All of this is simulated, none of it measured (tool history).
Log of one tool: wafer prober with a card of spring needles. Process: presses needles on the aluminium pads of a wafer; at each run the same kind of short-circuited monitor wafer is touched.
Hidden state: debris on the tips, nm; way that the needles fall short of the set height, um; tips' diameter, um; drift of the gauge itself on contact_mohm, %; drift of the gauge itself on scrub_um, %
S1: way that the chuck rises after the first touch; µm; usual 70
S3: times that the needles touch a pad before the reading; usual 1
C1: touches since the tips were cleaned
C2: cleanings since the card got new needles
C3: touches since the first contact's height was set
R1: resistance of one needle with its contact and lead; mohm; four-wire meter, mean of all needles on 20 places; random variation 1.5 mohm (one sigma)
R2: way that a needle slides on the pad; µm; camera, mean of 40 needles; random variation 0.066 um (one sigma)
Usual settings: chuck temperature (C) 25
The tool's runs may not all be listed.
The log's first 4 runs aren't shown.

{"day": 5.696, "done": "tips cleaned on abrasive film"}
{"run": 5, "day": 6.312, "S1": 66, "chuck temperature (C)": 25, "S3": 1, "C1": 3437, "C2": 39, "C3": 14979, "R1": 180, "R2": 11.1}
{"day": 6.771, "done": "tips cleaned on abrasive film"}
{"day": 7.812, "done": "tips cleaned on abrasive film"}
{"run": 6, "day": 8.062, "S1": 66, "chuck temperature (C)": 25, "S3": 1, "C1": 1415, "C2": 41, "C3": 24750, "R1": 166, "R2": 11.17}
{"day": 8.85, "done": "tips cleaned on abrasive film"}
{"run": 7, "day": 9.692, "S1": 66, "chuck temperature (C)": 25, "S3": 1, "C1": 4716, "C2": 42, "C3": 33843, "R1": 187, "R2": 11.01}
{"day": 10.0, "done": "tips cleaned on abrasive film"}
{"day": 11.033, "done": "tips cleaned on abrasive film"}
{"run": 8, "day": 11.271, "S1": 66, "chuck temperature (C)": 25, "S3": 1, "C1": 1331, "C2": 44, "C3": 42658, "R1": 166, "R2": 10.97}
{"day": 12.154, "done": "tips cleaned on abrasive film"}
{"run": 9, "day": 12.821, "S1": 66, "chuck temperature (C)": 25, "S3": 1, "C1": 3728, "C2": 45, "C3": 51312, "R1": 185, "R2": 11.01}
{"day": 13.233, "done": "tips cleaned on abrasive film"}
{"run": 10, "day": 13.896, "S1": 66, "chuck temperature (C)": 73, "S3": 1, "C1": 3729, "C2": 46, "C3": 57313, "R1": 187, "R2": 10.94}
{"day": 14.271, "done": "tips cleaned on abrasive film"}
{"run": 11, "day": 14.892, "S1": 66, "chuck temperature (C)": 73, "S3": 1, "C1": 3467, "C2": 47, "C3": 62860, "R1": 188, "R2": 10.94}
{"day": 15.338, "done": "tips cleaned on abrasive film"}
{"run": 12, "day": 15.788, "S1": 66, "chuck temperature (C)": 73, "S3": 1, "C1": 2531, "C2": 48, "C3": 67857, "R1": 182, "R2": 10.91}
{"day": 16.388, "done": "tips cleaned on abrasive film"}
{"run": 13, "day": 16.712, "S1": 66, "chuck temperature (C)": 72, "S3": 1, "C1": 1813, "C2": 49, "C3": 73012, "R1": 180, "R2": 10.79}
{"day": 17.458, "done": "tips cleaned on abrasive film"}
{"day": 18.583, "done": "tips cleaned on abrasive film"}
{"run": 14, "day": 18.583, "S1": 66, "chuck temperature (C)": 72, "S3": 1, "C1": 0, "C2": 51, "C3": 83455, "R1": 165, "R2": 10.87}
{"day": 19.696, "done": "tips cleaned on abrasive film"}
{"run": 15, "day": 19.696, "S1": 70, "chuck temperature (C)": 34, "S3": 1, "C1": 0, "C2": 52, "C3": 89656, "R1": 153, "R2": 11.55}
{"day": 20.8, "done": "tips cleaned on abrasive film"}
{"run": 16, "day": 21.35, "S1": 52, "chuck temperature (C)": 25, "S3": 1, "C1": 3063, "C2": 53, "C3": 98893, "R1": 202, "R2": 8.47}
{"day": 21.892, "done": "tips cleaned on abrasive film"}
{"run": 17, "day": 22.254, "S1": 89, "chuck temperature (C)": 62, "S3": 3, "C1": 2041, "C2": 54, "C3": 103951, "R1": 158, "R2": 14.54}
{"day": 22.925, "done": "tips cleaned on abrasive film"}
{"run": 18, "day": 23.05, "S1": 57, "chuck temperature (C)": 25, "S3": 2, "C1": 698, "C2": 55, "C3": 108381, "R1": 164, "R2": 9.19}
{"run": 19, "day": 23.908, "S1": 57, "chuck temperature (C)": 86, "S3": 3, "C1": 5514, "C2": 55, "C3": 113197, "R1": 181, "R2": 9.31}
{"day": 24.029, "done": "tips cleaned on abrasive film"}
{"day": 25.167, "done": "tips cleaned on abrasive film"}
{"run": 20, "day": 25.612, "S1": 61, "chuck temperature (C)": 25, "S3": 1, "C1": 2482, "C2": 57, "C3": 122680, "R1": 179, "R2": 9.94}
{"day": 26.262, "done": "tips cleaned on abrasive film"}
{"run": 21, "day": 26.85, "S1": 66, "chuck temperature (C)": 79, "S3": 3, "C1": 3300, "C2": 58, "C3": 129604, "R1": 174, "R2": 10.72}

Forecast run 22:
{"day": 27.321, "done": "tips cleaned on abrasive film"}
{"run": 22, "day": 28.333, "S1": 70, "chuck temperature (C)": 26, "S3": 3, "C1": 5658, "C2": 59, "C3": 137875, "R1": "?", "R2": "?"}

{"run 22": {"R1": 163, "R2": 11.39}}
Without the tool's hidden state the same run would have given R1 147 mohm, R2 11.81 µm.

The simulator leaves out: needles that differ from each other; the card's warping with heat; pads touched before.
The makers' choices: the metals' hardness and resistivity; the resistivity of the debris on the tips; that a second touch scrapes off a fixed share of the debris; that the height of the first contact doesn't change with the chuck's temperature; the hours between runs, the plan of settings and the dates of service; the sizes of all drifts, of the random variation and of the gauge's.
